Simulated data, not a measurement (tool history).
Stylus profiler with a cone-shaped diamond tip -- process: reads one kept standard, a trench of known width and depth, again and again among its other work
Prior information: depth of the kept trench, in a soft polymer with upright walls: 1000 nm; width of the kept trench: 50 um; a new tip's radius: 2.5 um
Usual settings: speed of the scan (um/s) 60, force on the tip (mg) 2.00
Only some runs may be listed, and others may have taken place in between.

| run | hour | speed of the scan (um/s) | force on the tip (mg) | depth of the trench (nm) | width of the trench's floor (µm) |
|---|---|---|---|---|---|
| 1 | 0.0 | 60 | 2.00 | 1008.62 | 45.61 |
| 2 | 37.6 | 60 | 1.50 | 1007.59 | 45.56 |
| 3 | 79.7 | 60 | 5.18 | 1016.49 | 45.81 |
| 4 | 109.5 | 60 | 5.18 | 1016.44 | 45.79 |
| 5 | 135.5 | 60 | 5.18 | 1016.49 | 45.74 |
| 6 | 171.7 | 60 | 5.18 | 1017.02 | 45.76 |
| 7 | 226.2 | 28 | 2.00 | 1009.04 | 45.79 |
| 8 | 261.9 | 114 | 2.00 | 1008.44 | 45.23 |
| 9 | 314.8 | 60 | 2.00 | 1008.58 | 45.63 |
| 10 | 343.8 | 84 | 2.00 | 1008.95 | 45.44 |
| 11 | 382.9 | 66 | 2.00 | 1008.24 | 45.49 |
| 12 | 427.9 | 16 | 2.00 | 1008.67 | 45.89 |
| 13 | 453.4 | 16 | 2.00 | 1008.72 | 45.84 |
| 14 | 490.4 | 16 | 2.00 | 1008.85 | 45.86 |
| 15 | 531.7 | 16 | 2.00 | 1008.78 | 45.94 |
| 16 | 581.9 | 60 | 2.00 | 1008.89 | 45.57 |
| 17 | 609.7 | 60 | 1.17 | 1006.16 | 45.52 |
| 18 | 663.0 | 60 | 2.00 | 1008.85 | 45.53 |
| 19 | 715.2 | 60 | 2.00 | 1008.39 | 45.59 |
| 20 | 740.6 | 60 | 2.00 | 1008.53 | 45.61 |
| 21 | 764.1 | 60 | 2.00 | 1008.63 | 45.60 |
| 22 | 811.5 | 60 | 2.00 | 1008.88 | 45.57 |
| 23 | 849.9 | 121 | 2.00 | 1008.81 | 45.18 |
| 24 | 897.5 | 165 | 1.72 | 1008.02 | 44.80 |
| 25 | 921.3 | 99 | 1.30 | 1006.67 | 45.15 |
| 26 | 973.3 | 99 | 1.30 | 1006.29 | 45.17 |
| 27 | 1005.2 | 70 | 2.08 | 1009.01 | 45.53 |
| 28 | 1045.5 | 110 | 4.34 | 1014.33 | 45.52 |
| 29 | 1070.6 | 144 | 5.13 | 1016.54 | 45.36 |
| 30 | 1128.3 | 170 | 3.77 | 1013.41 | 45.18 |
| 31 | 1168.7 | 17 | 3.01 | 1011.46 | 45.93 |
| 32 | 1221.4 | 45 | 1.47 | 1007.24 | 45.62 |
| 33 | 1278.9 | 31 | 1.47 | 1007.07 | 45.75 |
| 34 | 1318.7 | 196 | 1.81 | 1007.95 | 44.62 |
| 35 | 1367.6 | 18 | 1.56 | 1007.59 | 45.87 |
| 36 | 1417.5 | 183 | 1.71 | 1008.03 | 44.64 |
| 37 | 1451.4 | 16 | 2.33 | 1009.51 | 45.93 |
| 38 | 1496.4 | 85 | 1.97 | 1009.00 | 45.41 |
| 39 | 1541.1 | 32 | 0.85 | 1005.26 | 45.69 |
| 40 | 1593.3 | 32 | 0.85 | 1004.93 | 45.66 |
| 41 | 1628.2 | 93 | 1.25 | 1006.47 | 45.15 |
| 42 | 1664.1 | 226 | 4.56 | 1015.33 | 44.93 |
| 43 | 1700.4 | 64 | 1.84 | 1008.67 | 45.50 |
| 44 | 1749.5 | 202 | 2.81 | 1010.63 | 44.88 |
| 45 | 1776.9 | 137 | 5.48 | 1017.49 | 45.45 |
| 46 | 1807.3 | 66 | 0.99 | 1005.27 | 45.34 |

Missing from the log above: 1 entry noted between runs. For each, name the pair of listed runs it sits between and say how the tool's hidden condition differs from the listed run just before to the listed run just after:
Runs 36 to 37: height scale calibrated on a step standard (hour 1426.4)
  height scale over the true one, %: 0.003 -> 0

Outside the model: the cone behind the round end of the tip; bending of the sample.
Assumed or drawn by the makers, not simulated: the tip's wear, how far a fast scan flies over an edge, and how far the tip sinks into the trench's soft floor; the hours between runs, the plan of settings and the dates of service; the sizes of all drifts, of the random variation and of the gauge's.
